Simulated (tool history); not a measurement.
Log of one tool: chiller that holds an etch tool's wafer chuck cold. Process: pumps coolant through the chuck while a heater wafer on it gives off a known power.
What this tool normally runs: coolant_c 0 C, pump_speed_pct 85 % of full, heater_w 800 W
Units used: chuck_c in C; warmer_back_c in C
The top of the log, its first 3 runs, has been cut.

run	hour	coolant_c	pump_speed_pct	heater_w	hours since the coolant was changed and the channels were flushed	hours since the pump was overhauled	hours since the chiller's thermometer was calibrated	chuck_c	warmer_back_c
4	255.0	0	85	1164	5103	4347	2783	12.3	4.84
# hour 284.0: chiller's thermometer calibrated
5	357.0	0	85	800	5204	4448	73	8.3	3.29
6	426.7	0	85	800	5274	4517	143	8.3	3.31
7	490.0	0	85	800	5337	4581	206	8.4	3.29
8	585.4	-1	85	800	5432	4676	301	7.3	3.32
9	634.6	-1	85	800	5482	4725	351	7.3	3.30
10	747.8	-1	85	800	5595	4838	464	7.4	3.27
11	800.0	-1	85	800	5647	4891	516	7.3	3.34
12	879.2	0	85	800	5726	4970	595	8.4	3.34
13	941.6	0	85	800	5789	5032	658	8.4	3.31
14	994.2	0	85	800	5841	5085	710	8.4	3.35
# hour 1078.5: coolant changed, channels flushed
15	1078.5	0	85	800	0	5163	788	8.1	3.29
16	1184.0	0	85	800	106	5269	894	7.9	3.32
17	1261.7	4	80	800	183	5346	972	12.3	3.54
18	1312.5	0	64	800	234	5397	1023	9.9	4.46
19	1361.0	-7	85	522	283	5446	1071	-1.8	2.17
20	1425.6	-7	85	522	347	5510	1136	-1.7	2.20
21	1523.0	-7	85	522	445	5608	1233	-1.8	2.16
22	1636.4	3	91	595	558	5721	1346	8.5	2.30
23	1707.8	-3	66	845	629	5792	1418	7.1	4.53
24	1769.2	0	62	906	691	5854	1479	11.5	5.21
25	1825.6	-5	83	910	747	5910	1536	4.4	3.86
26	1904.0	-5	67	910	826	5989	1614	6.0	4.84

Run 27 has not been measured yet. What should we expect?
27	1999.5	0	62	438	921	6084	1709	?	?

{"run 27": {"chuck_c": 5.7, "warmer_back_c": 2.48}}
The same run, on a tool lacking any hidden state, would have yielded chuck_c 5.3 C, warmer_back_c 2.35 C.
